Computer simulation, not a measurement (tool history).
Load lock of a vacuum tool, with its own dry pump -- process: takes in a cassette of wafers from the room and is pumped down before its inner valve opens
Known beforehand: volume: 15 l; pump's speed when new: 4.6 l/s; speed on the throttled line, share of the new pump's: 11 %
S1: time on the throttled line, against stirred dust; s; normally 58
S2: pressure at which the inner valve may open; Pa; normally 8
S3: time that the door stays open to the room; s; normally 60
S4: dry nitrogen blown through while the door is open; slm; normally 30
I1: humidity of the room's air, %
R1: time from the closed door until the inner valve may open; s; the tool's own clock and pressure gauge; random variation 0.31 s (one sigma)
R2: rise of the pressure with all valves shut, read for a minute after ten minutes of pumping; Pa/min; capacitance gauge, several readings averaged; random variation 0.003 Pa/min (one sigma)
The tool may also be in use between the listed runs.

run     hour   S1  S2   S3  S4    I1     R1     R2
  1        0   58   8   60  30  45.3   83.7  0.156
  2    485.7   58   8   60   4  44.8   83.5  0.184
  3    764.9   58   8   60   4  45.7   83.7  0.188
  4   1283.4   58   8   60  21  40.6   83.9  0.179
  5   1776.6   58   8   60  21  45.4   84.1   0.19
  6   2275.2   58   8   60  30  44.2   84.3  0.189
  7   2487.2   58   8  111  30    48   84.2  0.216
  8   2729.9   85   8   60  30  46.3  108.8  0.192
  9     3139   85   8   60  30  42.9  108.5  0.207
 10   3591.4   85   8   60  30  46.3    109  0.219
 11   3817.1   85   8   60  30    43  108.6  0.221
 12   4198.4   78   8   60  30  46.3  102.6  0.231
 13   4684.7   58   8   60  30  44.3   85.2  0.236
 14   5191.7   58   8   60  30  46.3   85.4  0.256
 15   5523.7   58   8   60  30  46.7   85.2  0.255
 16   5783.4   58   8   60  30  45.5   84.9  0.256
 17   6183.9   58   8   60  30  42.9   85.4  0.272
 18   6504.3   38   8   60  30    42   67.9  0.279
 19   6943.2   45  14   60  17    43   73.1  0.304
 20   7339.2   29   8   35  14  43.2   60.5  0.296
 21   7635.6   59  10   31   7  47.2   86.6  0.307
 22   7994.4   59  10   31   7  47.1   86.2  0.317
 23   8396.5   59  11   74  36    46   86.4   0.32
 24   8779.3   58   6   60  30  45.5   87.3  0.339
 25   9034.8   54   8   60  27  46.8     83  0.345
 26   9433.8   54   8   60  27  44.2   83.3  0.353
 27     9876   35   8   60  27  44.1   66.7   0.35
 28  10365.3   74   9   60  30  43.8  100.5  0.373
 29  10704.3   74   9   60  30  48.5  100.7  0.383
 30  11223.3   90   9   60  30  45.6  114.6  0.404
 31  11529.9   67   9  211  30  47.3   94.9  0.452
 32  11914.3  100  11   30   6  43.7  122.6  0.414
 33  12437.6   62  12   46  30  43.8   89.3  0.435

3 ways to go on from here, each from the tool as it stands after run 33. What would each give?
  A  12684.2  44  12   46  19  42.3   ?   ?
  B  12684.2  58   8  130  30  46.4   ?   ?
  C  12684.2  65   9   46  24  44.5   ?   ?

run    R1     R2
  A  74.2  0.443
  B  87.9   0.46
  C  93.8  0.434
What these runs would have given with no unlogged condition in the tool:
run    R1     R2
  A  68.9  0.036
  B  82.7  0.055
  C  88.8  0.035
